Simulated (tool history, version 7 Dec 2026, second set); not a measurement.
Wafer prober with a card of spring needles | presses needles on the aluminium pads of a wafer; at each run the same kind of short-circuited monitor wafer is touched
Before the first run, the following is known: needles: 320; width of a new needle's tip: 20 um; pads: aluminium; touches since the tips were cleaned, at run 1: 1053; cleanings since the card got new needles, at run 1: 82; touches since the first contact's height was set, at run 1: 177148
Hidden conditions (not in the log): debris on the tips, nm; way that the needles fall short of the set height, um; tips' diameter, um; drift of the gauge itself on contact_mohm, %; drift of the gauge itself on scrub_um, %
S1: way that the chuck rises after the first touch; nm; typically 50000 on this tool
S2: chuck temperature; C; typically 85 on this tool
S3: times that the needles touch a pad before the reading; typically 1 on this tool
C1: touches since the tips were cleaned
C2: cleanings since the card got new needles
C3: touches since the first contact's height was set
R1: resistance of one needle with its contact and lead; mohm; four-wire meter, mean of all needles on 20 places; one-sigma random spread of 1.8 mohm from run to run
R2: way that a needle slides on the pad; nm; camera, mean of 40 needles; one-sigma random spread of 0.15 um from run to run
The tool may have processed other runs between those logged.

run 1 hour=0.0 | S1=50000 S2=85 S3=1 | C1=1053 C2=82 C3=177148 | R1=183 R2=13880
-- hour=3.1 tips cleaned on abrasive film
-- hour=9.1 tips cleaned on abrasive film
-- hour=16.7 tips cleaned on abrasive film
-- hour=24.3 tips cleaned on abrasive film
-- hour=30.3 tips cleaned on abrasive film
-- hour=37.9 tips cleaned on abrasive film
-- hour=45.5 tips cleaned on abrasive film
-- hour=53.0 tips cleaned on abrasive film
-- hour=60.6 tips cleaned on abrasive film
-- hour=68.1 tips cleaned on abrasive film
run 2 hour=69.8 | S1=50000 S2=85 S3=1 | C1=507 C2=92 C3=198562 | R1=176 R2=13670
-- hour=74.3 tips cleaned on abrasive film
-- hour=80.4 tips cleaned on abrasive film
-- hour=88.0 tips cleaned on abrasive film
-- hour=94.0 tips cleaned on abrasive film
-- hour=101.6 tips cleaned on abrasive film
-- hour=107.7 tips cleaned on abrasive film
-- hour=115.2 tips cleaned on abrasive film
-- hour=122.8 tips cleaned on abrasive film
-- hour=130.3 tips cleaned on abrasive film
-- hour=136.4 tips cleaned on abrasive film
-- hour=144.0 tips cleaned on abrasive film
-- hour=150.0 tips cleaned on abrasive film
run 3 hour=151.8 | S1=50000 S2=85 S3=1 | C1=561 C2=104 C3=223747 | R1=182 R2=13470
-- hour=156.4 tips cleaned on abrasive film
-- hour=162.5 tips cleaned on abrasive film
-- hour=170.0 tips cleaned on abrasive film
-- hour=177.6 tips cleaned on abrasive film
-- hour=182.4 height of the first contact set anew
-- hour=183.9 tips cleaned on abrasive film
-- hour=191.5 tips cleaned on abrasive film
-- hour=197.6 tips cleaned on abrasive film
-- hour=203.6 tips cleaned on abrasive film
run 4 hour=206.8 | S1=50000 S2=85 S3=2 | C1=983 C2=112 C3=7488 | R1=182 R2=13680
-- hour=209.9 tips cleaned on abrasive film
-- hour=217.5 tips cleaned on abrasive film
-- hour=225.0 tips cleaned on abrasive film
-- hour=231.1 tips cleaned on abrasive film
-- hour=237.1 tips cleaned on abrasive film
-- hour=244.7 tips cleaned on abrasive film
-- hour=250.8 tips cleaned on abrasive film
-- hour=258.3 tips cleaned on abrasive film
-- hour=265.9 tips cleaned on abrasive film
-- hour=272.0 tips cleaned on abrasive film
-- hour=278.0 tips cleaned on abrasive film
-- hour=284.1 tips cleaned on abrasive film
-- hour=291.7 tips cleaned on abrasive film
run 5 hour=295.1 | S1=50000 S2=85 S3=2 | C1=1073 C2=125 C3=34583 | R1=181 R2=13830
-- hour=298.2 tips cleaned on abrasive film
-- hour=304.3 tips cleaned on abrasive film
-- hour=311.8 tips cleaned on abrasive film
-- hour=319.4 tips cleaned on abrasive film
-- hour=326.9 tips cleaned on abrasive film
-- hour=333.0 tips cleaned on abrasive film
-- hour=340.6 tips cleaned on abrasive film
-- hour=348.1 tips cleaned on abrasive film
-- hour=355.1 tips cleaned on abrasive film
run 6 hour=355.1 | S1=50000 S2=85 S3=2 | C1=0 C2=134 C3=52992 | R1=178 R2=13690
-- hour=361.2 tips cleaned on abrasive film
-- hour=368.7 tips cleaned on abrasive film
-- hour=376.3 tips cleaned on abrasive film
-- hour=382.4 tips cleaned on abrasive film
-- hour=389.9 tips cleaned on abrasive film
-- hour=396.0 tips cleaned on abrasive film
-- hour=403.6 tips cleaned on abrasive film
run 7 hour=408.9 | S1=50000 S2=34 S3=1 | C1=1676 C2=141 C3=69536 | R1=166 R2=13760
-- hour=410.5 tips cleaned on abrasive film
-- hour=416.6 tips cleaned on abrasive film
-- hour=424.2 tips cleaned on abrasive film
-- hour=431.7 tips cleaned on abrasive film
-- hour=437.8 tips cleaned on abrasive film
-- hour=443.9 tips cleaned on abrasive film
-- hour=451.4 tips cleaned on abrasive film
-- hour=459.0 tips cleaned on abrasive film
-- hour=466.5 tips cleaned on abrasive film
-- hour=472.6 tips cleaned on abrasive film
-- hour=480.2 tips cleaned on abrasive film
-- hour=487.7 tips cleaned on abrasive film
-- hour=495.3 tips cleaned on abrasive film
run 8 hour=496.9 | S1=50000 S2=34 S3=1 | C1=502 C2=154 C3=96523 | R1=166 R2=13850
-- hour=501.5 tips cleaned on abrasive film
-- hour=507.6 tips cleaned on abrasive film
-- hour=515.1 tips cleaned on abrasive film
-- hour=522.7 tips cleaned on abrasive film
-- hour=528.7 tips cleaned on abrasive film
-- hour=536.3 tips cleaned on abrasive film
-- hour=542.4 tips cleaned on abrasive film
-- hour=549.9 tips cleaned on abrasive film
-- hour=557.5 tips cleaned on abrasive film
-- hour=563.6 tips cleaned on abrasive film
-- hour=570.3 tips cleaned on abrasive film
run 9 hour=570.3 | S1=50000 S2=34 S3=1 | C1=0 C2=165 C3=119047 | R1=170 R2=14060
-- hour=576.4 tips cleaned on abrasive film
-- hour=583.9 tips cleaned on abrasive film
-- hour=591.5 tips cleaned on abrasive film
-- hour=597.6 tips cleaned on abrasive film
-- hour=603.6 tips cleaned on abrasive film
-- hour=611.2 tips cleaned on abrasive film
-- hour=617.5 tips cleaned on abrasive film
run 10 hour=617.5 | S1=50000 S2=34 S3=1 | C1=0 C2=172 C3=133520 | R1=170 R2=13770
-- hour=625.0 tips cleaned on abrasive film
-- hour=631.1 tips cleaned on abrasive film
-- hour=643.1 card fitted with new needles
-- hour=650.7 tips cleaned on abrasive film
-- hour=656.7 tips cleaned on abrasive film
-- hour=664.3 tips cleaned on abrasive film
-- hour=670.4 tips cleaned on abrasive film
-- hour=677.9 tips cleaned on abrasive film
run 11 hour=683.3 | S1=61000 S2=85 S3=1 | C1=1662 C2=5 C3=12349 | R1=177 R2=16620
-- hour=684.8 tips cleaned on abrasive film
-- hour=690.9 tips cleaned on abrasive film
-- hour=698.5 tips cleaned on abrasive film
-- hour=704.5 tips cleaned on abrasive film
-- hour=712.1 tips cleaned on abrasive film
-- hour=718.2 tips cleaned on abrasive film
-- hour=724.2 tips cleaned on abrasive film
-- hour=730.3 tips cleaned on abrasive film
-- hour=737.9 tips cleaned on abrasive film
-- hour=745.4 tips cleaned on abrasive film
run 12 hour=748.3 | S1=61000 S2=85 S3=1 | C1=886 C2=15 C3=32286 | R1=177 R2=16720
-- hour=752.8 tips cleaned on abrasive film
-- hour=758.9 tips cleaned on abrasive film
-- hour=766.5 tips cleaned on abrasive film
-- hour=772.5 tips cleaned on abrasive film
-- hour=780.1 tips cleaned on abrasive film
-- hour=787.7 tips cleaned on abrasive film
-- hour=793.7 tips cleaned on abrasive film
-- hour=801.3 tips cleaned on abrasive film
-- hour=807.4 tips cleaned on abrasive film
-- hour=813.4 tips cleaned on abrasive film
-- hour=821.0 tips cleaned on abrasive film
run 13 hour=823.0 | S1=61000 S2=85 S3=1 | C1=639 C2=26 C3=55228 | R1=176 R2=16650
-- hour=827.6 tips cleaned on abrasive film
-- hour=835.2 tips cleaned on abrasive film
-- hour=842.7 tips cleaned on abrasive film
-- hour=848.8 tips cleaned on abrasive film
-- hour=856.4 tips cleaned on abrasive film
-- hour=863.9 tips cleaned on abrasive film
-- hour=870.0 tips cleaned on abrasive film
-- hour=877.6 tips cleaned on abrasive film
-- hour=885.1 tips cleaned on abrasive film
-- hour=892.7 tips cleaned on abrasive film
run 14 hour=896.5 | S1=61000 S2=85 S3=1 | C1=1185 C2=36 C3=77788 | R1=176 R2=16540
-- hour=899.6 tips cleaned on abrasive film
-- hour=905.6 tips cleaned on abrasive film
-- hour=913.2 tips cleaned on abrasive film
-- hour=920.7 tips cleaned on abrasive film
-- hour=928.3 tips cleaned on abrasive film
-- hour=935.9 tips cleaned on abrasive film
-- hour=941.9 tips cleaned on abrasive film
-- hour=949.5 tips cleaned on abrasive film
-- hour=955.6 tips cleaned on abrasive film
-- hour=963.1 tips cleaned on abrasive film
run 15 hour=964.2 | S1=61000 S2=85 S3=1 | C1=331 C2=46 C3=98562 | R1=178 R2=16870
-- hour=970.2 tips cleaned on abrasive film
-- hour=977.8 tips cleaned on abrasive film
-- hour=985.4 tips cleaned on abrasive film
-- hour=991.4 tips cleaned on abrasive film
-- hour=997.5 tips cleaned on abrasive film
-- hour=1005.1 tips cleaned on abrasive film
-- hour=1011.1 tips cleaned on abrasive film
-- hour=1018.7 tips cleaned on abrasive film
-- hour=1026.2 tips cleaned on abrasive film
run 16 hour=1027.2 | S1=55000 S2=85 S3=1 | C1=287 C2=55 C3=117899 | R1=181 R2=15170
-- hour=1033.2 tips cleaned on abrasive film
-- hour=1040.8 tips cleaned on abrasive film
-- hour=1046.9 tips cleaned on abrasive film
-- hour=1054.4 tips cleaned on abrasive film
-- hour=1062.0 tips cleaned on abrasive film
-- hour=1068.0 tips cleaned on abrasive film
-- hour=1075.6 tips cleaned on abrasive film
-- hour=1083.2 tips cleaned on abrasive film
-- hour=1090.7 tips cleaned on abrasive film
run 17 hour=1092.8 | S1=50000 S2=85 S3=2 | C1=651 C2=64 C3=138064 | R1=178 R2=13810

3 ways to go on from here, each from the tool as it stands after run 17. What would each give?
-- hour=1097.4 tips cleaned on abrasive film
-- hour=1105.0 tips cleaned on abrasive film
-- hour=1112.5 tips cleaned on abrasive film
-- hour=1120.1 tips cleaned on abrasive film
-- hour=1127.6 tips cleaned on abrasive film
-- hour=1133.7 tips cleaned on abrasive film
-- hour=1139.8 tips cleaned on abrasive film
-- hour=1147.3 tips cleaned on abrasive film
-- hour=1154.9 tips cleaned on abrasive film
-- hour=1161.0 tips cleaned on abrasive film
run A hour=1165.3 | S1=32000 S2=85 S3=1 | C1=1358 C2=74 C3=160330 | R1=? R2=?
-- hour=1097.4 tips cleaned on abrasive film
-- hour=1105.0 tips cleaned on abrasive film
-- hour=1112.5 tips cleaned on abrasive film
-- hour=1120.1 tips cleaned on abrasive film
-- hour=1127.6 tips cleaned on abrasive film
-- hour=1133.7 tips cleaned on abrasive film
-- hour=1139.8 tips cleaned on abrasive film
-- hour=1147.3 tips cleaned on abrasive film
-- hour=1154.9 tips cleaned on abrasive film
-- hour=1161.0 tips cleaned on abrasive film
run B hour=1165.3 | S1=50000 S2=33 S3=2 | C1=1358 C2=74 C3=160330 | R1=? R2=?
-- hour=1097.4 tips cleaned on abrasive film
-- hour=1105.0 tips cleaned on abrasive film
-- hour=1112.5 tips cleaned on abrasive film
-- hour=1120.1 tips cleaned on abrasive film
-- hour=1127.6 tips cleaned on abrasive film
-- hour=1133.7 tips cleaned on abrasive film
-- hour=1139.8 tips cleaned on abrasive film
-- hour=1147.3 tips cleaned on abrasive film
-- hour=1154.9 tips cleaned on abrasive film
-- hour=1161.0 tips cleaned on abrasive film
run C hour=1165.3 | S1=50000 S2=85 S3=1 | C1=1358 C2=74 C3=160330 | R1=? R2=?

run=A R1=198 R2=8810
run=B R1=167 R2=13740
run=C R1=182 R2=13640
What these runs would have given with no unlogged condition in the tool:
run=A R1=197 R2=8820
run=B R1=167 R2=13750
run=C R1=182 R2=13650
